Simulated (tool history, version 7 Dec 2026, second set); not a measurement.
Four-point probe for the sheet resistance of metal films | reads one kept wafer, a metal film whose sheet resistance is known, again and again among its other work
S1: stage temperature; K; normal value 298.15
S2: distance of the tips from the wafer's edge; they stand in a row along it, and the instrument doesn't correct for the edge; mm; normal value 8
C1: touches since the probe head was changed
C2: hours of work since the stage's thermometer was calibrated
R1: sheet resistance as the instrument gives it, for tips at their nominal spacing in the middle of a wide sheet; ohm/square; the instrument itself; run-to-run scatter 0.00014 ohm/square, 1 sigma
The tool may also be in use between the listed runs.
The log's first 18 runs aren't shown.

run	day	S1	S2	C1	C2	R1
19	31.042	298.15	8	91384	816	0.716230
20	33.000	298.15	7	92816	835	0.716959
21	34.083	301.15	8	93607	846	0.716709
22	35.925	301.15	8	94954	864	0.716621
23	37.246	301.15	8	95921	877	0.716920
# day 37.454: stage's thermometer calibrated
24	38.954	298.15	42	97154	15	0.715124
25	40.579	297.15	65	98343	31	0.715410
26	42.967	297.15	20	100091	55	0.715344
27	44.883	305.15	42	101491	74	0.716482
28	46.033	298.15	45	102334	85	0.715503
# day 47.450: stage's thermometer calibrated, once more
29	47.758	298.15	45	103579	3	0.715345
30	49.938	308.15	10	105175	25	0.717514
31	51.671	308.15	10	106443	42	0.717122
32	53.562	295.15	10	107826	61	0.715757
33	55.158	297.15	45	108993	77	0.715471
34	57.550	303.15	10	110742	100	0.717229
35	59.733	300.15	28	112339	122	0.716018
36	61.308	300.15	28	113492	138	0.715905
37	63.142	300.15	52	114831	156	0.716091
38	64.938	305.15	5	116146	174	0.720621
39	65.912	305.15	21	116858	183	0.717169
40	67.750	292.15	6	118203	202	0.717973
41	69.671	297.15	22	119609	221	0.716224
42	70.667	297.15	22	120335	230	0.716268
43	72.192	297.15	22	121452	246	0.716435

Run 44 has not been measured yet. What should we expect?
44	73.383	293.15	8	122321	257	?

Logged for run 44: R1 0.717366 ohm/square.
If the tool had no hidden condition, the same run with the same run-to-run variation would have returned R1 0.708072 ohm/square.
